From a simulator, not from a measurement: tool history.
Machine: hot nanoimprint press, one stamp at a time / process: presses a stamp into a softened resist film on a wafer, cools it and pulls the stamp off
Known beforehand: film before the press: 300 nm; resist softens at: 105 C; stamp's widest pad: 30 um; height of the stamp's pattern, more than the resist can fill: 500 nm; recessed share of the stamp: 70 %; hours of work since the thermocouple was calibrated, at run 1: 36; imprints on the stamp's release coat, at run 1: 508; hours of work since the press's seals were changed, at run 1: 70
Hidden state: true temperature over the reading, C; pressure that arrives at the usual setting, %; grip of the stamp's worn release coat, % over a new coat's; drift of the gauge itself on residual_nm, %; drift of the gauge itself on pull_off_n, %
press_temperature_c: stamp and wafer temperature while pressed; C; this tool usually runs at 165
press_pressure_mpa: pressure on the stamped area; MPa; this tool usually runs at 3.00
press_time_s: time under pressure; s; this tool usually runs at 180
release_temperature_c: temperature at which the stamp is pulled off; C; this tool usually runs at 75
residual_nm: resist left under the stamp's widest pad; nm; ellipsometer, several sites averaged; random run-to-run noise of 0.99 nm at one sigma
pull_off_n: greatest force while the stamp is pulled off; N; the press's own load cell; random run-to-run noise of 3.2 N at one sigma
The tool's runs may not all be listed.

run,hour,press_temperature_c,press_pressure_mpa,press_time_s,release_temperature_c,hours of work since the thermocouple was calibrated,imprints on the stamp's release coat,hours of work since the press's seals were changed,residual_nm,pull_off_n
1,0.0,165,3.00,180,75,36,508,70,142.9,168
2,6.8,165,3.00,180,75,40,531,73,141.4,172
3,14.2,165,3.00,180,75,44,555,77,140.8,170
4,24.6,165,3.00,180,75,49,590,82,141.4,167
5,32.3,165,3.00,180,75,53,616,86,144.2,165
6,38.9,165,3.00,180,75,56,638,90,144.4,163
7,43.8,165,3.00,180,75,59,655,92,142.9,171
8,49.8,165,3.00,180,75,62,675,95,143.5,170
9,60.4,165,2.41,180,75,67,711,100,156.6,168
10,66.3,165,2.41,180,75,70,730,103,156.3,168
11,74.9,165,2.41,180,75,74,759,108,156.6,170
12,82.4,165,2.41,180,75,78,784,111,157.4,173
13,89.5,165,2.41,180,75,82,808,115,156.4,165
14,94.4,165,3.00,180,81,84,825,118,142.8,152
15,100.8,165,3.00,180,81,87,846,121,144.7,158
16,111.8,165,3.00,180,81,93,883,126,143.4,159
17,119.1,165,3.00,180,81,97,908,130,141.0,158
18,128.4,165,3.00,180,81,101,939,135,144.3,156
19,138.2,165,2.01,180,69,106,972,140,169.5,180
20,149.0,162,2.14,259,61,112,1008,145,160.9,191
21,153.5,165,3.00,246,62,114,1023,147,124.8,191
22,160.1,165,2.89,128,82,117,1045,151,162.9,154
23,169.9,174,2.85,154,83,122,1078,156,114.2,155
24,175.2,174,2.26,154,71,125,1096,158,127.2,167
25,181.2,164,3.00,180,75,128,1116,161,149.0,171
26,187.6,153,4.32,180,75,131,1138,165,186.1,166
27,196.5,153,4.32,180,75,136,1168,169,187.8,168
28,206.6,161,4.01,113,77,141,1201,174,169.0,163
29,214.4,155,2.19,113,77,145,1228,178,238.2,165

Alternative continuations, all from the tool just after run 29; predict every row:
A,224.1,155,2.15,113,77,150,1260,183,?,?
B,224.1,155,2.19,113,61,150,1260,183,?,?
C,224.1,161,2.54,180,75,150,1260,183,?,?
D,224.1,175,2.76,180,79,150,1260,183,?,?

run,residual_nm,pull_off_n
A,241.9,168
B,237.1,196
C,175.5,162
D,104.9,157
Stripped of hidden state, with their random variation kept, the same runs would have yielded:
run,residual_nm,pull_off_n
A,241.9,167
B,237.1,195
C,175.4,162
D,104.8,156
